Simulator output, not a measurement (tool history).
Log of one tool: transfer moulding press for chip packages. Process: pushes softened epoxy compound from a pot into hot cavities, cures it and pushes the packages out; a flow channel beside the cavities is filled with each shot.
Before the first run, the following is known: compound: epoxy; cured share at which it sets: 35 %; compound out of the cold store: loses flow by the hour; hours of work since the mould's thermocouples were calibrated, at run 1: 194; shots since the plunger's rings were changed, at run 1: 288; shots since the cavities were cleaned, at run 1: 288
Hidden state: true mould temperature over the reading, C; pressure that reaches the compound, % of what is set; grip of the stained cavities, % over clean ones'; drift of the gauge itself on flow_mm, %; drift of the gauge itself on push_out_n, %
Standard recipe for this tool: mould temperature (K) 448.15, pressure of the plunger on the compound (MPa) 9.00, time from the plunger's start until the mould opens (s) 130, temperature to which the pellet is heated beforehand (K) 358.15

run    hour  mould temperature (K)  pressure of the plunger on the compound (MPa)  time from the plunger's start until the mould opens (s)  temperature to which the pellet is heated beforehand (K)  hours of work since the mould's thermocouples were calibrated  shots since the plunger's rings were changed  shots since the cavities were cleaned  incoming compound's hours out of the cold store  length that the compound runs in the flow channel (mm)  greatest force on the pins that push the packages out (N)
  1     0.0                 448.15                                           9.00                                                      130                                                    358.15                                                            194                                           288                                    288                                             23.6                                                     697                                                        660
       38.2  -- cavities cleaned with cleaning compound and waxed
  2   101.2                 448.15                                           9.00                                                      130                                                    358.15                                                            247                                          1025                                    466                                             26.4                                                     674                                                        776
      112.0  -- cavities cleaned with cleaning compound and waxed
  3   171.3                 448.15                                           9.00                                                      130                                                    358.15                                                            283                                          1531                                    438                                             12.2                                                     740                                                        803
      185.7  -- cavities cleaned with cleaning compound and waxed
      261.0  -- cavities cleaned with cleaning compound and waxed
  4   261.0                 448.15                                           9.00                                                      130                                                    358.15                                                            328                                          2172                                      0                                             29.8                                                     661                                                        453
  5   303.0                 448.15                                           9.00                                                      130                                                    358.15                                                            351                                          2482                                    310                                             47.6                                                     601                                                        693
      332.4  -- cavities cleaned with cleaning compound and waxed
      338.6  -- mould's thermocouples calibrated
  6   380.3                 448.15                                           9.00                                                      130                                                    358.15                                                             22                                          3027                                    339                                             37.2                                                     631                                                        727
      410.3  -- cavities cleaned with cleaning compound and waxed
  7   446.2                 448.15                                           9.00                                                      130                                                    358.15                                                             56                                          3503                                    265                                             15.0                                                     697                                                        699
      483.1  -- cavities cleaned with cleaning compound and waxed
      494.9  -- plunger's sealing rings changed
  8   528.2                 448.15                                           9.00                                                      130                                                    360.15                                                             97                                           246                                    314                                             26.9                                                     694                                                        686
      558.4  -- cavities cleaned with cleaning compound and waxed
  9   572.9                 448.15                                           9.00                                                      130                                                    360.15                                                            120                                           566                                    107                                             42.4                                                     643                                                        553
      632.3  -- cavities cleaned with cleaning compound and waxed
 10   664.1                 448.15                                           9.00                                                      130                                                    358.15                                                            167                                          1229                                    236                                             39.9                                                     629                                                        646
      706.8  -- cavities cleaned with cleaning compound and waxed
 11   742.2                 448.15                                           8.45                                                      130                                                    358.15                                                            207                                          1794                                    261                                             13.0                                                     694                                                        691
      780.3  -- cavities cleaned with cleaning compound and waxed
 12   794.3                 448.15                                           8.45                                                      130                                                    358.15                                                            234                                          2168                                    103                                             44.8                                                     588                                                        533
 13   849.1                 444.15                                           8.45                                                      130                                                    358.15                                                            263                                          2573                                    508                                             41.9                                                     600                                                        895
      856.8  -- cavities cleaned with cleaning compound and waxed
      932.0  -- cavities cleaned with cleaning compound and waxed
 14   946.1                 445.15                                           8.07                                                      119                                                    358.15                                                            312                                          3267                                    104                                             16.3                                                     665                                                        772
     1006.8  -- cavities cleaned with cleaning compound and waxed
     1024.6  -- plunger's sealing rings changed
 15  1036.3                 445.15                                           8.07                                                      119                                                    358.15                                                            358                                            86                                    199                                             23.5                                                     672                                                        841
     1056.6  -- mould's thermocouples calibrated
     1090.8  -- cavities cleaned with cleaning compound and waxed
 16  1124.3                 445.15                                           8.07                                                      119                                                    358.15                                                             35                                           710                                    247                                             26.9                                                     658                                                        879
     1165.9  -- cavities cleaned with cleaning compound and waxed
 17  1215.6                 448.15                                           7.52                                                      130                                                    366.15                                                             82                                          1374                                    367                                             31.6                                                     601                                                        715
     1240.5  -- cavities cleaned with cleaning compound and waxed
 18  1271.4                 446.15                                           8.05                                                      127                                                    364.15                                                            111                                          1775                                    228                                             17.4                                                     667                                                        739
     1314.3  -- cavities cleaned with cleaning compound and waxed
 19  1332.9                 442.15                                           6.93                                                      130                                                    353.15                                                            142                                          2219                                    138                                             16.5                                                     634                                                        819
     1389.4  -- cavities cleaned with cleaning compound and waxed
 20  1419.1                 440.15                                           6.93                                                      130                                                    358.15                                                            187                                          2845                                    220                                             41.7                                                     555                                                        951
     1465.4  -- cavities cleaned with cleaning compound and waxed
 21  1489.1                 452.15                                           8.92                                                      130                                                    366.15                                                            223                                          3350                                    175                                             43.6                                                     586                                                        548
     1539.7  -- cavities cleaned with cleaning compound and waxed
     1556.6  -- plunger's sealing rings changed
 22  1563.3                 454.15                                           8.02                                                      129                                                    366.15                                                            260                                            50                                    156                                             41.6                                                     602                                                        533
 23  1606.2                 454.15                                           8.02                                                      129                                                    366.15                                                            283                                           367                                    473                                             11.1                                                     679                                                        697
     1614.3  -- cavities cleaned with cleaning compound and waxed
     1685.9  -- cavities cleaned with cleaning compound and waxed
 24  1705.5                 454.15                                           8.02                                                      129                                                    366.15                                                            333                                          1078                                    145                                             10.5                                                     677                                                        551
     1757.4  -- cavities cleaned with cleaning compound and waxed
 25  1761.0                 454.15                                           9.82                                                      129                                                    350.15                                                            362                                          1477                                     26                                             39.6                                                     657                                                        455

Each row is a separate what-if for the run after 25, all from the same tool condition, not one after another. Results?
     1771.9  -- mould's thermocouples calibrated
     1834.0  -- cavities cleaned with cleaning compound and waxed
  A  1865.0                 448.15                                           9.07                                                      170                                                    352.15                                                             48                                          2220                                    229                                             18.5                                                       ?                                                          ?
     1771.9  -- mould's thermocouples calibrated
     1834.0  -- cavities cleaned with cleaning compound and waxed
  B  1865.0                 452.15                                           9.82                                                      129                                                    350.15                                                             48                                          2220                                    229                                             23.2                                                       ?                                                          ?
     1771.9  -- mould's thermocouples calibrated
     1834.0  -- cavities cleaned with cleaning compound and waxed
  C  1865.0                 456.15                                           9.00                                                      130                                                    358.15                                                             48                                          2220                                    229                                             19.0                                                       ?                                                          ?
     1771.9  -- mould's thermocouples calibrated
     1834.0  -- cavities cleaned with cleaning compound and waxed
  D  1865.0                 454.15                                           7.84                                                      129                                                    350.15                                                             48                                          2220                                    229                                             18.3                                                       ?                                                          ?
     1771.9  -- mould's thermocouples calibrated
     1834.0  -- cavities cleaned with cleaning compound and waxed
  E  1865.0                 448.15                                           9.82                                                      130                                                    358.15                                                             48                                          2220                                    229                                             36.1                                                       ?                                                          ?

run  length that the compound runs in the flow channel (mm)  greatest force on the pins that push the packages out (N)
  A                                                     695                                                        578
  B                                                     689                                                        596
  C                                                     673                                                        579
  D                                                     626                                                        606
  E                                                     669                                                        650
Take away the tool's hidden state, keep each run's random variation, and the runs would have read:
run  length that the compound runs in the flow channel (mm)  greatest force on the pins that push the packages out (N)
  A                                                     727                                                        408
  B                                                     720                                                        420
  C                                                     704                                                        409
  D                                                     654                                                        429
  E                                                     699                                                        460

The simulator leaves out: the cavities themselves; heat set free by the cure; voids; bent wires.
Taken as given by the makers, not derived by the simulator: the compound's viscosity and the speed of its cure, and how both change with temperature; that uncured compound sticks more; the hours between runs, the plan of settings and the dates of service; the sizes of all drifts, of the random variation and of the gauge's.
